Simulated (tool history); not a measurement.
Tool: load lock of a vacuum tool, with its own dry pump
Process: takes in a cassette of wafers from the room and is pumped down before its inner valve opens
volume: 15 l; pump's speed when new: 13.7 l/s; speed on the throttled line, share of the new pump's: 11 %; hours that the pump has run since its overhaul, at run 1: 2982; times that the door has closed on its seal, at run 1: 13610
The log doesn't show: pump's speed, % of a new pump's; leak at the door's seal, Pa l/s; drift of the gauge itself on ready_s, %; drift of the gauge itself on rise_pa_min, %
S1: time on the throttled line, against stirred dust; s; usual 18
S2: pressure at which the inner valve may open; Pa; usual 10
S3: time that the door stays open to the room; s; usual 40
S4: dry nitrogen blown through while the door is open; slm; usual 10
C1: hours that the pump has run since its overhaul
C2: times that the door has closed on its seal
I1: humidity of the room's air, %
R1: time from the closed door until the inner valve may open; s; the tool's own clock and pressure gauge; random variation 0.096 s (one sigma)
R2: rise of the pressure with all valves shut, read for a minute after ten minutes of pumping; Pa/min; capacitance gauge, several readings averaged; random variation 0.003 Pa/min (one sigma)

run	hour	S1	S2	S3	S4	C1	C2	I1	R1	R2
1	0.0	18	10	40	10	2982	13610	47.2	26.33	0.105
2	51.8	18	10	40	10	3034	13858	45.0	26.47	0.107
3	149.0	18	10	40	10	3131	14322	41.2	26.44	0.111
4	210.9	18	10	59	10	3193	14618	45.7	26.55	0.124
5	300.1	18	14	40	10	3282	15044	44.9	26.01	0.118
6	386.9	18	14	40	10	3369	15458	48.2	26.05	0.111
7	466.1	18	14	40	10	3449	15837	48.1	26.18	0.119
8	532.9	18	14	40	16	3515	16156	43.6	26.11	0.115
9	594.8	18	14	40	16	3577	16451	44.7	26.07	0.115
10	689.9	18	15	40	16	3672	16905	46.7	26.22	0.119
11	785.3	18	15	40	16	3768	17361	45.5	26.18	0.124
12	900.5	18	15	40	16	3883	17911	47.6	25.99	0.130
13	1003.1	18	15	40	16	3986	18401	42.9	26.14	0.123
14	1086.4	18	10	40	7	4069	18799	44.0	26.61	0.141
15	1199.2	18	10	40	7	4182	19337	44.3	26.47	0.139
16	1296.6	18	10	40	10	4279	19803	45.8	26.50	0.139
17	1371.2	18	19	40	10	4354	20159	46.1	25.79	0.143
18	1446.4	18	19	40	10	4429	20518	43.7	25.88	0.135
19	1499.8	18	19	40	10	4482	20773	39.5	25.80	0.144
20	1621.3	18	19	40	10	4604	21353	44.7	25.91	0.145
21	1686.9	18	11	81	12	4669	21667	43.2	26.54	0.173
22	1741.7	11	11	198	5	4724	21928	46.0	20.44	0.269
23	1855.9	11	11	198	5	4838	22474	45.1	20.20	0.268
24	1925.9	15	10	51	13	4908	22808	46.3	23.95	0.168
25	2041.8	18	9	64	12	5024	23362	44.1	26.70	0.172
26	2123.4	18	9	64	12	5106	23751	46.6	26.86	0.184
27	2245.2	11	11	96	39	5228	24333	49.1	20.33	0.184
28	2312.0	11	11	96	39	5294	24652	47.0	20.46	0.185
29	2392.7	18	10	80	6	5375	25038	43.6	26.63	0.209
30	2458.2	31	10	53	6	5441	25350	41.6	38.26	0.186
31	2561.5	11	10	26	15	5544	25844	42.5	20.35	0.164
32	2681.9	11	10	26	15	5664	26419	45.2	20.60	0.167
33	2748.1	11	10	26	15	5730	26735	44.0	20.43	0.177
34	2835.8	11	14	116	15	5818	27154	46.6	20.10	0.237
35	2932.6	11	12	116	15	5915	27616	44.2	20.37	0.234
36	3019.2	18	16	68	10	6002	28030	46.2	26.25	0.218

3 ways to go on from here, each from the tool as it stands after run 36. What would each give?
A	3075.4	18	8	40	10	6058	28298	44.9	?	?
B	3075.4	33	14	50	10	6058	28298	48.0	?	?
C	3075.4	18	18	124	10	6058	28298	47.1	?	?

run	R1	R2
A	26.96	0.199
B	39.52	0.215
C	25.96	0.262
Without the tool's hidden state the same runs would have given:
run	R1	R2
A	26.32	0.047
B	39.03	0.065
C	25.40	0.113
